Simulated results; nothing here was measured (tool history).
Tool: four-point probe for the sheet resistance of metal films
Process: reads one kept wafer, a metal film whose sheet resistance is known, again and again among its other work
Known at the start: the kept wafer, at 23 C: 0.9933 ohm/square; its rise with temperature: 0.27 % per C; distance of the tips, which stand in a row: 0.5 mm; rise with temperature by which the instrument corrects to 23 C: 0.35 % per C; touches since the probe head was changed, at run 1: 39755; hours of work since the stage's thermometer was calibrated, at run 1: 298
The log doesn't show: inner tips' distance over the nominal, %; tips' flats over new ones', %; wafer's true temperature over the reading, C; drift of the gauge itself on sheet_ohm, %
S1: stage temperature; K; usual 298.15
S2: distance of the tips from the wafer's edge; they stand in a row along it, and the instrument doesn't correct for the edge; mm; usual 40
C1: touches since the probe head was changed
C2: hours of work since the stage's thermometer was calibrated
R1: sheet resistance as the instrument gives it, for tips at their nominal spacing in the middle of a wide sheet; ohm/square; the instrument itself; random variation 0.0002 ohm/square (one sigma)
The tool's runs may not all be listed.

run,hour,S1,S2,C1,C2,R1
1,0,298.15,40,39755,298,0.998582
2,48.9,299.15,40,40629,322,0.998234
3,123.1,298.15,40,41955,357,0.998814
4,174.5,298.15,40,42875,382,0.998621
5,223.8,298.15,40,43755,406,0.999553
6,282.5,298.15,40,44805,435,0.999095
7,342.1,298.15,40,45871,464,0.999339
8,430.5,298.15,40,47452,506,0.999958
9,510.2,298.15,40,48876,545,0.999804
10,556.2,298.15,40,49698,567,0.999962
11,604.5,298.15,40,50562,591,1.000411
12,653.7,298.15,40,51442,615,1.000439
13,694.6,298.15,40,52173,634,1.000212
14,761.5,298.15,40,53368,667,1.001294
15,842.4,293.15,40,54815,706,1.004882
16,905.5,293.15,40,55943,737,1.005051
17,982.7,297.15,40,57324,774,1.001894
18,1069.4,297.15,40,58873,816,1.002264
19,1143.6,298.15,40,60201,852,1.002154
20,1226.4,298.15,40,61680,892,1.002304
21,1263.6,298.15,40,62345,910,1.002343
22,1351.6,298.15,40,63918,953,1.002793
23,1396,298.15,16,64712,974,1.003081
24,1445.8,305.15,40,65603,998,0.997885
25,1486.3,297.15,19,66326,1018,1.003742
26,1533.6,297.15,19,67172,1041,1.004265
27,1590,296.15,17,68181,1068,1.005234
28,1676.4,296.15,17,69726,1110,1.005547
29,1721.5,308.15,4,70531,1132,1.004864
30,1782.7,308.15,4,71627,1162,1.00522
31,1833.2,308.15,4,72528,1186,1.005477
32,1924.5,307.15,12,74161,1230,0.998856
33,2001.9,298.15,34,75544,1268,1.004837
34,2082.6,298.15,16,76988,1307,1.005275
35,2143.8,298.15,16,78082,1336,1.005782
36,2220.5,300.15,70,79454,1374,1.004159
37,2304.2,292.15,11,80949,1414,1.010646
38,2392.5,292.15,62,82527,1457,1.010121
39,2461.8,299.15,10,83766,1490,1.006791
40,2509.3,306.15,40,84617,1514,1.000468

Forecast run 41:
41,2555,306.15,40,85433,1536,?

{"run 41": {"R1": 1.00072}}
Without the tool's hidden state the same run would have given R1 0.986487 ohm/square.

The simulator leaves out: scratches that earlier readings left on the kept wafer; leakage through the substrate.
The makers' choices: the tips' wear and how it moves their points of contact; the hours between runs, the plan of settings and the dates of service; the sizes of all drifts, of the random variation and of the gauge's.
